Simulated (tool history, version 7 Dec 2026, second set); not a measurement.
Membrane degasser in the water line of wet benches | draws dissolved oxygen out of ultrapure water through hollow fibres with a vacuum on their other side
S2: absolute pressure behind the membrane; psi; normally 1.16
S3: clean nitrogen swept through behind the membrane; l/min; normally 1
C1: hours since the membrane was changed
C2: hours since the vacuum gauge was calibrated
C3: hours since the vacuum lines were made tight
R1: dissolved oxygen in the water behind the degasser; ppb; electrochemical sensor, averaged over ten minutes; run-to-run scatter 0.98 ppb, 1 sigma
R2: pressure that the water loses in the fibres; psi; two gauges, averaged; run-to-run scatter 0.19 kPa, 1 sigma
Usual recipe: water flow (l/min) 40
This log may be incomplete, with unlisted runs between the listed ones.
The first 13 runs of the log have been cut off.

{"run": 14, "day": 43.45, "water flow (l/min)": 40, "S2": 1.16, "S3": 0.44, "C1": 3876, "C2": 3658, "C3": 4521, "R1": 666.4, "R2": 5.542}
{"run": 15, "day": 48.388, "water flow (l/min)": 40, "S2": 1.16, "S3": 0.44, "C1": 3995, "C2": 3777, "C3": 4639, "R1": 670.7, "R2": 5.596}
{"run": 16, "day": 53.317, "water flow (l/min)": 43, "S2": 1.16, "S3": 1, "C1": 4113, "C2": 3895, "C3": 4758, "R1": 401.1, "R2": 5.987}
{"run": 17, "day": 56.412, "water flow (l/min)": 26, "S2": 1.16, "S3": 2.86, "C1": 4187, "C2": 3970, "C3": 4832, "R1": 106, "R2": 3.613}
{"run": 18, "day": 59.188, "water flow (l/min)": 31, "S2": 2.458, "S3": 0.68, "C1": 4254, "C2": 4036, "C3": 4898, "R1": 1092.5, "R2": 4.282}
{"run": 19, "day": 64.1, "water flow (l/min)": 40, "S2": 1.16, "S3": 1.54, "C1": 4372, "C2": 4154, "C3": 5016, "R1": 270, "R2": 5.567}
{"run": 20, "day": 67.138, "water flow (l/min)": 40, "S2": 1.16, "S3": 1.54, "C1": 4445, "C2": 4227, "C3": 5089, "R1": 270.2, "R2": 5.568}
{"run": 21, "day": 69.238, "water flow (l/min)": 41, "S2": 2.424, "S3": 0.8, "C1": 4495, "C2": 4277, "C3": 5140, "R1": 1178.4, "R2": 5.68}
{"day": 69.529, "done": "vacuum gauge calibrated"}
{"run": 22, "day": 72.521, "water flow (l/min)": 40, "S2": 1.16, "S3": 1.03, "C1": 4573, "C2": 72, "C3": 5218, "R1": 374.5, "R2": 5.598}
{"run": 23, "day": 77.462, "water flow (l/min)": 40, "S2": 1.16, "S3": 1.03, "C1": 4692, "C2": 190, "C3": 5336, "R1": 373.5, "R2": 5.625}
{"run": 24, "day": 81.842, "water flow (l/min)": 24, "S2": 1.284, "S3": 2.96, "C1": 4797, "C2": 295, "C3": 5442, "R1": 112.4, "R2": 3.353}
{"run": 25, "day": 85.071, "water flow (l/min)": 33, "S2": 0.724, "S3": 1, "C1": 4875, "C2": 373, "C3": 5519, "R1": 131.8, "R2": 4.625}
{"run": 26, "day": 89.496, "water flow (l/min)": 33, "S2": 0.724, "S3": 1, "C1": 4981, "C2": 479, "C3": 5625, "R1": 131.8, "R2": 4.601}
{"day": 92.654, "done": "vacuum gauge calibrated, once more"}
{"run": 27, "day": 93.708, "water flow (l/min)": 59, "S2": 1.526, "S3": 2.49, "C1": 5082, "C2": 25, "C3": 5726, "R1": 374.4, "R2": 8.193}
{"run": 28, "day": 96.883, "water flow (l/min)": 61, "S2": 1.297, "S3": 2.49, "C1": 5158, "C2": 101, "C3": 5802, "R1": 306.9, "R2": 8.541}
{"run": 29, "day": 101.229, "water flow (l/min)": 40, "S2": 0.854, "S3": 1, "C1": 5262, "C2": 206, "C3": 5906, "R1": 213.7, "R2": 5.536}
{"run": 30, "day": 103.975, "water flow (l/min)": 40, "S2": 0.854, "S3": 1, "C1": 5328, "C2": 272, "C3": 5972, "R1": 212.4, "R2": 5.555}
{"run": 31, "day": 107.3, "water flow (l/min)": 40, "S2": 0.854, "S3": 1, "C1": 5408, "C2": 352, "C3": 6052, "R1": 214.8, "R2": 5.617}

Forecast each of these 5 alternatives for the next run:
{"run": "A", "day": 110.288, "water flow (l/min)": 40, "S2": 0.854, "S3": 0.46, "C1": 5479, "C2": 423, "C3": 6124, "R1": "?", "R2": "?"}
{"run": "B", "day": 110.288, "water flow (l/min)": 60, "S2": 1.16, "S3": 1.53, "C1": 5479, "C2": 423, "C3": 6124, "R1": "?", "R2": "?"}
{"run": "C", "day": 110.288, "water flow (l/min)": 32, "S2": 1.51, "S3": 0.75, "C1": 5479, "C2": 423, "C3": 6124, "R1": "?", "R2": "?"}
{"run": "D", "day": 110.288, "water flow (l/min)": 55, "S2": 0.843, "S3": 2.31, "C1": 5479, "C2": 423, "C3": 6124, "R1": "?", "R2": "?"}
{"run": "E", "day": 110.288, "water flow (l/min)": 32, "S2": 1.413, "S3": 0.56, "C1": 5479, "C2": 423, "C3": 6124, "R1": "?", "R2": "?"}

run=A R1=366.7 R2=5.562
run=B R1=377.1 R2=8.359
run=C R1=576.1 R2=4.461
run=D R1=142.3 R2=7.707
run=E R1=649.6 R2=4.419
Without the tool's unlogged condition, the same runs would have read:
run=A R1=368.8 R2=5.42
run=B R1=375.4 R2=8.147
run=C R1=575.7 R2=4.348
run=D R1=140.7 R2=7.512
run=E R1=651.1 R2=4.306
